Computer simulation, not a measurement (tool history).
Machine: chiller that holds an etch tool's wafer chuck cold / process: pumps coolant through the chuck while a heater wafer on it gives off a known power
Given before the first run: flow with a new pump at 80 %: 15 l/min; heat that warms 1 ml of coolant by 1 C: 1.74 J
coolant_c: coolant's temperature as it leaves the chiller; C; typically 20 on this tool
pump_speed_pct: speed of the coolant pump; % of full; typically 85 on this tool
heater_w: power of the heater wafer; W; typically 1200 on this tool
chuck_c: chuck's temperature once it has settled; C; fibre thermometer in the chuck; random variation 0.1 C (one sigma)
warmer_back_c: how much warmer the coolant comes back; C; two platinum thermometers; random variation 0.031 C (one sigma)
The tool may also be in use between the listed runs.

| run | hour | coolant_c | pump_speed_pct | heater_w | chuck_c | warmer_back_c |
|---|---|---|---|---|---|---|
| 1 | 0.0 | 20 | 85 | 1200 | 33.9 | 2.65 |
| 2 | 93.8 | 20 | 85 | 1200 | 33.9 | 2.61 |
| 3 | 169.1 | 20 | 85 | 1200 | 34.0 | 2.61 |
| 4 | 266.2 | 20 | 85 | 1200 | 34.3 | 2.62 |
| 5 | 316.1 | 20 | 85 | 1200 | 34.3 | 2.70 |
| 6 | 409.8 | 20 | 85 | 1200 | 34.3 | 2.69 |
| 7 | 513.0 | 20 | 85 | 904 | 30.9 | 1.95 |
| 8 | 559.2 | 12 | 85 | 1200 | 26.5 | 2.72 |
| 9 | 625.0 | 12 | 85 | 1200 | 26.5 | 2.69 |
| 10 | 696.0 | 12 | 85 | 1200 | 26.5 | 2.69 |
| 11 | 778.4 | 12 | 85 | 1200 | 26.6 | 2.72 |
| 12 | 862.0 | 12 | 85 | 1200 | 26.4 | 2.75 |
| 13 | 920.2 | 20 | 85 | 1200 | 34.6 | 2.65 |
| 14 | 994.3 | 16 | 76 | 1678 | 37.7 | 4.23 |
| 15 | 1083.0 | 16 | 76 | 1678 | 37.8 | 4.29 |
| 16 | 1175.5 | 19 | 88 | 708 | 27.6 | 1.56 |
| 17 | 1237.7 | 24 | 76 | 1148 | 38.9 | 2.94 |
| 18 | 1310.0 | 24 | 70 | 1208 | 40.7 | 3.38 |
| 19 | 1357.6 | 26 | 83 | 606 | 33.7 | 1.42 |
| 20 | 1431.3 | 26 | 83 | 606 | 33.7 | 1.44 |
| 21 | 1528.8 | 15 | 77 | 1651 | 36.5 | 4.14 |
| 22 | 1576.6 | 14 | 89 | 783 | 23.6 | 1.68 |
| 23 | 1629.0 | 12 | 75 | 1200 | 28.2 | 3.13 |
| 24 | 1673.9 | 12 | 75 | 1200 | 28.3 | 3.15 |

What will run 25 give?
| 25 | 1728.7 | 22 | 75 | 1200 | ? | ? |

chuck_c: 38.3 C
warmer_back_c: 3.10 C
The same run, on a tool lacking any hidden state, would have yielded chuck_c 36.3 C, warmer_back_c 2.90 C.

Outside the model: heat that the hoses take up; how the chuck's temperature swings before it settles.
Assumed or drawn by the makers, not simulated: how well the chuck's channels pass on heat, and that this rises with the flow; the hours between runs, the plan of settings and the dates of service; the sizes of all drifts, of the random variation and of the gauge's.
